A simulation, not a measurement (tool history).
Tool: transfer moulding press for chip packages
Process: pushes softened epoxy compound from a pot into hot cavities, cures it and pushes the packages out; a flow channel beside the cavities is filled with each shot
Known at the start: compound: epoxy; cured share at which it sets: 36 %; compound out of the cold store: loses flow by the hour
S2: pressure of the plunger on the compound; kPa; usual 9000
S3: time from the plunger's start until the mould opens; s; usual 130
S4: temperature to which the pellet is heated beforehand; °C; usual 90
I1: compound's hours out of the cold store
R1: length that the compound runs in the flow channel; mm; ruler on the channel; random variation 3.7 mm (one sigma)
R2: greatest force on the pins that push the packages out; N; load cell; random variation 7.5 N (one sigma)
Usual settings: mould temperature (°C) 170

Run 1, day 0: usual settings; I1 15.8. Result: R1 781 mm, R2 328 N.
Run 2, day 2: usual settings; I1 37.8. Result: R1 718 mm, R2 316 N.
Run 3, day 4.754: usual settings but mould temperature (°C) 172; I1 28.7. Result: R1 737 mm, R2 294 N.
Run 4, day 7.488: usual settings but S2 9770 kPa; I1 37.7. Result: R1 745 mm, R2 316 N.
Run 5, day 9.171: usual settings but S2 9770 kPa; I1 18.6. Result: R1 811 mm, R2 328 N.
Run 6, day 12.138: usual settings but S3 148 s; I1 10.2. Result: R1 793 mm, R2 285 N.
Run 7, day 13.304: usual settings but S3 148 s; I1 23.6. Result: R1 762 mm, R2 269 N.
Run 8, day 15.617: usual settings but S3 148 s; I1 19.9. Result: R1 764 mm, R2 271 N.
Run 9, day 16.812: usual settings but S3 148 s; I1 8.9. Result: R1 798 mm, R2 271 N.
Run 10, day 19.538: usual settings but S3 148 s; I1 36.6. Result: R1 722 mm, R2 270 N.
Run 11, day 20.871: usual settings but S3 148 s; I1 12.3. Result: R1 795 mm, R2 275 N.
Run 12, day 23.154: usual settings but S3 148 s; I1 29.5. Result: R1 747 mm, R2 264 N.
Run 13, day 25.758: usual settings but S3 148 s; I1 46.3. Result: R1 697 mm, R2 258 N.
Run 14, day 28.242: usual settings but S3 148 s; I1 22.6. Result: R1 767 mm, R2 255 N.
Run 15, day 29.704: usual settings but S2 10930 kPa, S4 94 °C; I1 46.9. Result: R1 770 mm, R2 294 N.
Run 16, day 31.5: usual settings but mould temperature (°C) 177, S2 9610 kPa, S3 138 s, S4 96 °C; I1 34. Result: R1 732 mm, R2 250 N.
Run 17, day 32.971: usual settings but mould temperature (°C) 167, S3 134 s, S4 96 °C; I1 43.4. Result: R1 714 mm, R2 346 N.
Run 18, day 35.15: usual settings but mould temperature (°C) 167, S3 134 s, S4 96 °C; I1 46.2. Result: R1 708 mm, R2 359 N.
Run 19, day 37.342: usual settings but mould temperature (°C) 167, S3 134 s, S4 96 °C; I1 21.7. Result: R1 777 mm, R2 380 N.
Run 20, day 39.679: usual settings but S4 96 °C; I1 25.8. Result: R1 759 mm, R2 317 N.
Run 21, day 42.321: usual settings but mould temperature (°C) 164; I1 43.9. Result: R1 736 mm, R2 494 N.
Run 22, day 44.533: usual settings but S2 6920 kPa, S3 161 s; I1 33.6. Result: R1 645 mm, R2 263 N.
Run 23, day 46.738: usual settings but S2 6920 kPa, S3 161 s; I1 23.3. Result: R1 663 mm, R2 255 N.
Run 24, day 48.462: usual settings but mould temperature (°C) 175, S3 133 s; I1 9.5. Result: R1 773 mm, R2 246 N.
Run 25, day 51.275: usual settings but mould temperature (°C) 175, S3 133 s; I1 47.2. Result: R1 688 mm, R2 250 N.
Run 26, day 53.758: usual settings but mould temperature (°C) 175, S3 133 s; I1 13.1. Result: R1 762 mm, R2 257 N.
Run 27, day 56.692: usual settings but mould temperature (°C) 168, S3 135 s; I1 41.2. Result: R1 712 mm, R2 328 N.
Run 28, day 59.304: usual settings but mould temperature (°C) 168, S3 135 s; I1 39.6. Result: R1 727 mm, R2 333 N.

Not shown: 12 entries that the log had between the listed runs. Between which runs, and how does the tool's hidden state differ before and after?
Between runs 2 and 3: cavities cleaned with cleaning compound and waxed (day 2.288)
  pressure that reaches the compound, % of what is set: 99.85 -> 99.84; grip of the stained cavities, % over clean ones': 0.9 -> 0.5
Between runs 5 and 6: cavities cleaned with cleaning compound and waxed (day 9.692); plunger's sealing rings changed (day 10.892); mould's thermocouples calibrated (day 11.121)
  true mould temperature over the reading, C: 0.01 -> 0; pressure that reaches the compound, % of what is set: 99.82 -> 99.99; grip of the stained cavities, % over clean ones': 0.9 -> 0.5
Between runs 9 and 10: cavities cleaned with cleaning compound and waxed (day 17.196)
  pressure that reaches the compound, % of what is set: 99.97 -> 99.96; grip of the stained cavities, % over clean ones': 0.9 -> 0.5
Between runs 12 and 13: cavities cleaned with cleaning compound and waxed (day 24.404)
  pressure that reaches the compound, % of what is set: 99.94 -> 99.93; grip of the stained cavities, % over clean ones': 0.9 -> 0.3
Between runs 16 and 17: cavities cleaned with cleaning compound and waxed (day 31.762)
  grip of the stained cavities, % over clean ones': 0.9 -> 0.3
Between runs 19 and 20: cavities cleaned with cleaning compound and waxed (day 39.067); mould's thermocouples calibrated (day 39.671)
  true mould temperature over the reading, C: 0.01 -> 0; pressure that reaches the compound, % of what is set: 99.88 -> 99.87; grip of the stained cavities, % over clean ones': 0.8 -> 0.1
Between runs 22 and 23: cavities cleaned with cleaning compound and waxed (day 46.388)
  pressure that reaches the compound, % of what is set: 99.84 -> 99.83; grip of the stained cavities, % over clean ones': 0.8 -> 0.1
Between runs 25 and 26: cavities cleaned with cleaning compound and waxed (day 53.725)
  pressure that reaches the compound, % of what is set: 99.81 -> 99.8; grip of the stained cavities, % over clean ones': 0.8 -> 0.1
Between runs 26 and 27: plunger's sealing rings changed (day 54.112)
  pressure that reaches the compound, % of what is set: 99.8 -> 99.99; grip of the stained cavities, % over clean ones': 0.1 -> 0.6
